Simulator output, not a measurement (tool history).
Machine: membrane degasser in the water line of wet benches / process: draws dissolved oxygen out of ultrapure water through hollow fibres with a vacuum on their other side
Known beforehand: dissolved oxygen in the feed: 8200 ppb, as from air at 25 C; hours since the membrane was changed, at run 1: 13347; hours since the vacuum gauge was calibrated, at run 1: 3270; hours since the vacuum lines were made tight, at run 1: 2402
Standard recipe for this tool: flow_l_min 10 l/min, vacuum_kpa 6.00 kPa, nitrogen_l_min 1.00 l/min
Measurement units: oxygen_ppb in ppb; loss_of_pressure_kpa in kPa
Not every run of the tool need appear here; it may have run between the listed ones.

run	hour	flow_l_min	vacuum_kpa	nitrogen_l_min	hours since the membrane was changed	hours since the vacuum gauge was calibrated	hours since the vacuum lines were made tight	oxygen_ppb	loss_of_pressure_kpa
1	0.0	10	6.00	1.00	13347	3270	2402	170.1	47.79
2	176.7	10	6.00	1.00	13524	3446	2579	170.2	47.48
3	358.5	10	6.00	1.00	13706	3628	2761	172.4	47.85
4	648.4	10	6.00	1.00	13996	3918	3051	170.3	47.97
# hour 974.8: vacuum gauge calibrated
5	1000.3	10	6.00	1.00	14347	26	3402	171.7	47.81
6	1247.8	10	6.00	1.00	14595	273	3650	171.5	48.12
7	1597.3	10	6.00	1.00	14944	623	3999	171.3	47.62
8	1887.9	10	6.00	1.00	15235	913	4290	169.0	47.49
9	2175.5	10	6.00	1.00	15522	1201	4577	172.3	47.74
10	2355.7	16	6.00	1.00	15702	1381	4758	567.5	76.48
11	2581.3	10	4.59	1.00	15928	1607	4983	139.4	47.51
12	2739.4	10	4.00	1.00	16086	1765	5141	124.0	47.77
13	3006.1	9	6.00	1.00	16353	2031	5408	128.0	42.99
14	3330.2	9	6.00	1.00	16677	2355	5732	127.4	42.65
15	3520.0	13	6.00	1.00	16867	2545	5922	343.0	62.03
16	3675.8	13	6.00	1.00	17023	2701	6078	347.7	62.42
17	3860.4	10	6.00	1.30	17207	2886	6262	157.3	47.80
18	4199.2	7	9.05	1.09	17546	3224	6601	110.6	33.52
19	4485.7	7	8.59	1.09	17832	3511	6888	103.3	33.49
20	4676.9	13	6.00	0.51	18024	3702	7079	406.7	62.03
21	4861.7	13	9.12	0.51	18208	3887	7264	563.9	61.63
22	5157.8	16	7.05	0.99	18505	4183	7560	603.2	76.18
# hour 5210.2: vacuum gauge calibrated
23	5304.8	16	7.05	0.99	18651	95	7706	599.0	76.77
24	5658.1	16	7.05	0.61	19004	448	8060	661.0	76.44
25	5892.6	15	4.94	0.61	19239	682	8294	487.8	71.76
26	6111.7	15	4.94	0.61	19458	902	8513	490.9	71.67

For each entry between runs, how does the tool's hidden state at the last listed run before it compare with that at the first listed run after it?
Between runs 4 and 5: vacuum gauge calibrated (hour 974.8)
  air that leaks in behind the membrane, l/min: 0.0022 -> 0.0023
Between runs 22 and 23: vacuum gauge calibrated (hour 5210.2)
  both runs share identical hidden conditions
